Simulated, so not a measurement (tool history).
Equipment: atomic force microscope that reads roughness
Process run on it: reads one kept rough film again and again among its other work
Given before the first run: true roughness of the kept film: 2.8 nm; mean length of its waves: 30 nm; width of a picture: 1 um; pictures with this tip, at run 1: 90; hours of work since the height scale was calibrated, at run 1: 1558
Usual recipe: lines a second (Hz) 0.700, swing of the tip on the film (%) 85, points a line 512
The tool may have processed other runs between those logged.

run     day  lines a second (Hz)  swing of the tip on the film (%)  points a line  pictures with this tip  hours of work since the height scale was calibrated  roughness of the kept film (nm (root mean square))
  1   0.000                0.700                                85            512                      90                                                 1558                                               1.856
  2   1.046                0.700                                85            512                     121                                                 1576                                               1.800
      1.254  -- new tip fitted
  3   3.400                0.700                                85            512                      64                                                 1616                                               1.971
      5.479  -- new tip fitted
  4   5.704                0.700                                85            512                       6                                                 1654                                               2.199
  5   8.008                0.700                                85            512                      75                                                 1693                                               1.974
  6   9.346                0.700                                85            512                     114                                                 1716                                               1.858
      9.796  -- new tip fitted
  7  10.808                0.700                                85            954                      30                                                 1740                                               2.093
  8  12.808                0.700                                85            954                      89                                                 1774                                               1.913
     14.167  -- new tip fitted
  9  14.529                0.700                                85            512                      11                                                 1803                                               2.184
 10  15.979                0.700                                85            484                      54                                                 1828                                               2.010
 11  17.483                0.700                                85            512                      98                                                 1853                                               1.885
     18.408  -- new tip fitted
 12  19.754                0.700                                85            512                      40                                                 1891                                               2.083
 13  21.117                0.700                                84            512                      80                                                 1914                                               1.958
 14  22.600                0.700                                71            512                     124                                                 1939                                               1.919
     22.729  -- new tip fitted
 15  23.804                0.700                                71            512                      31                                                 1959                                               2.178
 16  25.583                1.912                                73            786                      84                                                 1989                                               1.860
 17  26.654                1.987                                60            436                     116                                                 2008                                               1.879
     27.054  -- new tip fitted
 18  28.408                0.700                                76            273                      40                                                 2037                                               2.126
 19  29.446                1.312                                85            340                      71                                                 2055                                               1.849
     31.388  -- new tip fitted
 20  31.462                1.312                                85            340                       2                                                 2088                                               2.043
     31.654  -- height scale calibrated on a step standard
 21  32.992                1.312                                85            340                      46                                                   23                                               1.958
 22  34.762                0.942                                61            512                      99                                                   53                                               2.057
     35.733  -- new tip fitted
 23  35.783                0.700                                78            365                       1                                                   70                                               2.314
 24  38.092                1.782                                85            549                      70                                                  109                                               1.778
 25  39.354                0.966                                80            366                     107                                                  130                                               1.857
     39.983  -- new tip fitted
 26  40.975                0.700                                57            431                      30                                                  157                                               2.286
 27  42.033                0.700                                57            431                      61                                                  175                                               2.193

3 options for the next run, each taken on its own from the tool as it stands now. Forecast them:
  A  43.412                1.596                                85            711                     102                                                  198                                                   ?
  B  43.412                0.904                                88            338                     102                                                  198                                                   ?
  C  43.412                0.700                                85            279                     102                                                  198                                                   ?

run  roughness of the kept film (nm (root mean square))
  A                                               1.726
  B                                               1.835
  C                                               1.873
Without the tool's hidden state the same runs would have given:
run  roughness of the kept film (nm (root mean square))
  A                                               2.052
  B                                               2.180
  C                                               2.226
